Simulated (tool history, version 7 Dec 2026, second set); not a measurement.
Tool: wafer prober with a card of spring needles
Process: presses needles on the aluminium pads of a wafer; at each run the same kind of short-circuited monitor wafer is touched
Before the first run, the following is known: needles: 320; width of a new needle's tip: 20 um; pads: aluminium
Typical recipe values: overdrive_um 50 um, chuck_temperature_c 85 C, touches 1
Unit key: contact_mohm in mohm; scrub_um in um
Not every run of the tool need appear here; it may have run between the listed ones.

run	hour	overdrive_um	chuck_temperature_c	touches	contact_mohm	scrub_um
1	0.0	50	85	1	355	12.00
2	45.5	50	85	1	405	11.98
3	82.2	44	85	1	480	10.26
4	106.6	44	85	1	351	10.25
5	130.8	44	85	1	460	10.24
6	162.2	44	85	1	423	10.75
7	200.5	44	85	1	433	10.62
8	234.0	44	85	1	381	10.57
9	262.7	44	85	1	396	10.42
10	311.0	44	85	1	346	10.25
11	333.2	58	85	1	431	13.83
12	369.4	35	49	1	505	7.94
13	433.3	35	49	1	319	8.48
14	483.4	52	49	3	325	12.46
15	513.0	45	49	1	408	10.76
16	565.0	45	30	1	366	10.53
17	604.8	50	35	2	312	11.47

Missing from the log above: 161 entries noted between runs. For each, name the pair of listed runs it sits between and say how the tool's hidden condition differs from the listed run just before to the listed run just after:
From run 1 to run 2: tips cleaned on abrasive film (hour 3.2); tips cleaned on abrasive film (hour 7.2); tips cleaned on abrasive film (hour 11.2); tips cleaned on abrasive film (hour 15.2); tips cleaned on abrasive film (hour 18.5); tips cleaned on abrasive film (hour 22.5); tips cleaned on abrasive film (hour 26.5); tips cleaned on abrasive film (hour 30.5); tips cleaned on abrasive film (hour 33.7); tips cleaned on abrasive film (hour 36.9); tips cleaned on abrasive film (hour 40.9); tips cleaned on abrasive film (hour 44.1)
  debris on the tips, nm: 36.2 -> 60.5; way that the needles fall short of the set height, um: 1.04 -> 1.53; tips' diameter, um: 21.28 -> 21.45
  difference, measured minus the result without the unlogged condition, contact_mohm: +64 -> +111 mohm; scrub_um: -0.25 -> -0.37 um
From run 2 to run 3: tips cleaned on abrasive film (hour 47.9); tips cleaned on abrasive film (hour 51.2); tips cleaned on abrasive film (hour 54.4); tips cleaned on abrasive film (hour 58.4); tips cleaned on abrasive film (hour 61.6); tips cleaned on abrasive film (hour 64.8); tips cleaned on abrasive film (hour 68.8); tips cleaned on abrasive film (hour 72.8); tips cleaned on abrasive film (hour 76.8); tips cleaned on abrasive film (hour 80.1)
  debris on the tips, nm: 60.5 -> 73; way that the needles fall short of the set height, um: 1.53 -> 1.9; tips' diameter, um: 21.45 -> 21.59
  difference, measured minus the result without the unlogged condition, contact_mohm: +111 -> +178 mohm; scrub_um: -0.37 -> -0.46 um
From run 3 to run 4: tips cleaned on abrasive film (hour 83.8); tips cleaned on abrasive film (hour 87.1); tips cleaned on abrasive film (hour 91.1); tips cleaned on abrasive film (hour 95.1); tips cleaned on abrasive film (hour 98.3); tips cleaned on abrasive film (hour 102.3); tips cleaned on abrasive film (hour 106.3)
  debris on the tips, nm: 73 -> 19.2; way that the needles fall short of the set height, um: 1.9 -> 2.21; tips' diameter, um: 21.59 -> 21.69
  difference, measured minus the result without the unlogged condition, contact_mohm: +178 -> +51 mohm; scrub_um: -0.46 -> -0.54 um
From run 4 to run 5: tips cleaned on abrasive film (hour 109.8); tips cleaned on abrasive film (hour 113.8); tips cleaned on abrasive film (hour 117.8); tips cleaned on abrasive film (hour 121.8); tips cleaned on abrasive film (hour 125.8); tips cleaned on abrasive film (hour 129.0)
  debris on the tips, nm: 19.2 -> 61.5; way that the needles fall short of the set height, um: 2.21 -> 2.48; tips' diameter, um: 21.69 -> 21.79
  difference, measured minus the result without the unlogged condition, contact_mohm: +51 -> +158 mohm; scrub_um: -0.54 -> -0.61 um
From run 5 to run 6: tips cleaned on abrasive film (hour 132.5); tips cleaned on abrasive film (hour 135.7); tips cleaned on abrasive film (hour 138.9); tips cleaned on abrasive film (hour 142.9); tips cleaned on abrasive film (hour 146.2); tips cleaned on abrasive film (hour 149.4); tips cleaned on abrasive film (hour 152.6); height of the first contact set anew (hour 153.7); tips cleaned on abrasive film (hour 156.9); tips cleaned on abrasive film (hour 160.9)
  debris on the tips, nm: 61.5 -> 54.2; way that the needles fall short of the set height, um: 2.48 -> 0.07; tips' diameter, um: 21.79 -> 21.92
  difference, measured minus the result without the unlogged condition, contact_mohm: +158 -> +124 mohm; scrub_um: -0.61 -> -0.01 um
From run 6 to run 7: tips cleaned on abrasive film (hour 164.6); tips cleaned on abrasive film (hour 168.7); tips cleaned on abrasive film (hour 171.9); tips cleaned on abrasive film (hour 175.9); tips cleaned on abrasive film (hour 179.9); tips cleaned on abrasive film (hour 183.9); tips cleaned on abrasive film (hour 187.1); tips cleaned on abrasive film (hour 191.1); tips cleaned on abrasive film (hour 195.1); tips cleaned on abrasive film (hour 199.1)
  debris on the tips, nm: 54.2 -> 56.3; way that the needles fall short of the set height, um: 0.07 -> 0.44; tips' diameter, um: 21.92 -> 22.05
  difference, measured minus the result without the unlogged condition, contact_mohm: +124 -> +133 mohm; scrub_um: -0.01 -> -0.11 um
From run 7 to run 8: tips cleaned on abrasive film (hour 202.9); tips cleaned on abrasive film (hour 206.9); tips cleaned on abrasive film (hour 210.9); tips cleaned on abrasive film (hour 214.2); tips cleaned on abrasive film (hour 218.2); tips cleaned on abrasive film (hour 222.2); tips cleaned on abrasive film (hour 226.2); tips cleaned on abrasive film (hour 229.4); tips cleaned on abrasive film (hour 233.4)
  debris on the tips, nm: 56.3 -> 32.3; way that the needles fall short of the set height, um: 0.44 -> 0.83; tips' diameter, um: 22.05 -> 22.18
  difference, measured minus the result without the unlogged condition, contact_mohm: +133 -> +81 mohm; scrub_um: -0.11 -> -0.21 um
From run 8 to run 9: tips cleaned on abrasive film (hour 237.2); tips cleaned on abrasive film (hour 241.2); tips cleaned on abrasive film (hour 244.4); tips cleaned on abrasive film (hour 248.4); tips cleaned on abrasive film (hour 252.4); tips cleaned on abrasive film (hour 255.6); tips cleaned on abrasive film (hour 258.9); tips cleaned on abrasive film (hour 262.1)
  debris on the tips, nm: 32.3 -> 35.6; way that the needles fall short of the set height, um: 0.83 -> 1.16; tips' diameter, um: 22.18 -> 22.3
  difference, measured minus the result without the unlogged condition, contact_mohm: +81 -> +92 mohm; scrub_um: -0.21 -> -0.29 um
From run 9 to run 10: tips cleaned on abrasive film (hour 265.9); tips cleaned on abrasive film (hour 269.9); tips cleaned on abrasive film (hour 273.9); tips cleaned on abrasive film (hour 277.1); tips cleaned on abrasive film (hour 281.1); tips cleaned on abrasive film (hour 284.4); tips cleaned on abrasive film (hour 288.4); tips cleaned on abrasive film (hour 292.4); tips cleaned on abrasive film (hour 296.4); tips cleaned on abrasive film (hour 300.4); tips cleaned on abrasive film (hour 303.6); tips cleaned on abrasive film (hour 307.6); tips cleaned on abrasive film (hour 310.8)
  debris on the tips, nm: 35.6 -> 18.3; way that the needles fall short of the set height, um: 1.16 -> 1.71; tips' diameter, um: 22.3 -> 22.49
  difference, measured minus the result without the unlogged condition, contact_mohm: +92 -> +50 mohm; scrub_um: -0.29 -> -0.41 um
From run 10 to run 11: tips cleaned on abrasive film (hour 314.2); tips cleaned on abrasive film (hour 318.2); tips cleaned on abrasive film (hour 322.2); tips cleaned on abrasive film (hour 326.2); tips cleaned on abrasive film (hour 330.2)
  debris on the tips, nm: 18.3 -> 94.6; way that the needles fall short of the set height, um: 1.71 -> 1.91; tips' diameter, um: 22.49 -> 22.56
  difference, measured minus the result without the unlogged condition, contact_mohm: +50 -> +143 mohm; scrub_um: -0.41 -> -0.47 um
From run 11 to run 12: tips cleaned on abrasive film (hour 334.0); tips cleaned on abrasive film (hour 338.0); tips cleaned on abrasive film (hour 342.0); tips cleaned on abrasive film (hour 346.1); tips cleaned on abrasive film (hour 349.3); tips cleaned on abrasive film (hour 353.3); tips cleaned on abrasive film (hour 357.3); tips cleaned on abrasive film (hour 361.3); tips cleaned on abrasive film (hour 365.3); tips cleaned on abrasive film (hour 368.5)
  debris on the tips, nm: 94.6 -> 46.4; way that the needles fall short of the set height, um: 1.91 -> 2.26; tips' diameter, um: 22.56 -> 22.68
  difference, measured minus the result without the unlogged condition, contact_mohm: +143 -> +211 mohm; scrub_um: -0.47 -> -0.55 um
From run 12 to run 13: tips cleaned on abrasive film (hour 371.8); card fitted with new needles (hour 383.8); tips cleaned on abrasive film (hour 387.8); tips cleaned on abrasive film (hour 391.8); tips cleaned on abrasive film (hour 395.8); tips cleaned on abrasive film (hour 399.8); tips cleaned on abrasive film (hour 403.1); tips cleaned on abrasive film (hour 407.1); tips cleaned on abrasive film (hour 410.3); tips cleaned on abrasive film (hour 414.3); tips cleaned on abrasive film (hour 418.3); tips cleaned on abrasive film (hour 422.3); tips cleaned on abrasive film (hour 425.5); tips cleaned on abrasive film (hour 429.5); tips cleaned on abrasive film (hour 433.3)
  debris on the tips, nm: 46.4 -> 7.1; way that the needles fall short of the set height, um: 2.26 -> 0.53; tips' diameter, um: 22.68 -> 20.19
  difference, measured minus the result without the unlogged condition, contact_mohm: +211 -> +24 mohm; scrub_um: -0.55 -> -0.13 um
From run 13 to run 14: tips cleaned on abrasive film (hour 436.5); tips cleaned on abrasive film (hour 440.5); tips cleaned on abrasive film (hour 444.5); tips cleaned on abrasive film (hour 448.5); tips cleaned on abrasive film (hour 452.5); tips cleaned on abrasive film (hour 455.7); tips cleaned on abrasive film (hour 459.7); tips cleaned on abrasive film (hour 462.9); tips cleaned on abrasive film (hour 466.9); tips cleaned on abrasive film (hour 471.0); tips cleaned on abrasive film (hour 475.0); tips cleaned on abrasive film (hour 478.2); tips cleaned on abrasive film (hour 481.4)
  debris on the tips, nm: 7.1 -> 80.2; way that the needles fall short of the set height, um: 0.53 -> 1.11; tips' diameter, um: 20.19 -> 20.39
  difference, measured minus the result without the unlogged condition, contact_mohm: +24 -> +46 mohm; scrub_um: -0.13 -> -0.27 um
From run 14 to run 15: tips cleaned on abrasive film (hour 485.1); tips cleaned on abrasive film (hour 488.3); tips cleaned on abrasive film (hour 492.3); tips cleaned on abrasive film (hour 496.3); tips cleaned on abrasive film (hour 500.3); tips cleaned on abrasive film (hour 504.3); tips cleaned on abrasive film (hour 507.5); tips cleaned on abrasive film (hour 511.5)
  debris on the tips, nm: 80.2 -> 57.1; way that the needles fall short of the set height, um: 1.11 -> 1.44; tips' diameter, um: 20.39 -> 20.5
  difference, measured minus the result without the unlogged condition, contact_mohm: +46 -> +124 mohm; scrub_um: -0.27 -> -0.36 um
From run 15 to run 16: tips cleaned on abrasive film (hour 515.4); tips cleaned on abrasive film (hour 518.7); tips cleaned on abrasive film (hour 522.7); tips cleaned on abrasive film (hour 526.7); tips cleaned on abrasive film (hour 529.9); tips cleaned on abrasive film (hour 533.9); tips cleaned on abrasive film (hour 537.9); tips cleaned on abrasive film (hour 541.9); tips cleaned on abrasive film (hour 545.9); tips cleaned on abrasive film (hour 549.9); tips cleaned on abrasive film (hour 553.1); tips cleaned on abrasive film (hour 557.1); tips cleaned on abrasive film (hour 560.4); tips cleaned on abrasive film (hour 564.4)
  debris on the tips, nm: 57.1 -> 38.5; way that the needles fall short of the set height, um: 1.44 -> 2.01; tips' diameter, um: 20.5 -> 20.7
  difference, measured minus the result without the unlogged condition, contact_mohm: +124 -> +89 mohm; scrub_um: -0.36 -> -0.49 um
From run 16 to run 17: tips cleaned on abrasive film (hour 568.2); tips cleaned on abrasive film (hour 571.5); tips cleaned on abrasive film (hour 574.7); tips cleaned on abrasive film (hour 578.7); tips cleaned on abrasive film (hour 582.7); tips cleaned on abrasive film (hour 585.9); tips cleaned on abrasive film (hour 589.9); tips cleaned on abrasive film (hour 593.1); tips cleaned on abrasive film (hour 597.1); tips cleaned on abrasive film (hour 600.4); tips cleaned on abrasive film (hour 604.4)
  debris on the tips, nm: 38.5 -> 26.5; way that the needles fall short of the set height, um: 2.01 -> 2.41; tips' diameter, um: 20.7 -> 20.84
  difference, measured minus the result without the unlogged condition, contact_mohm: +89 -> +33 mohm; scrub_um: -0.49 -> -0.58 um
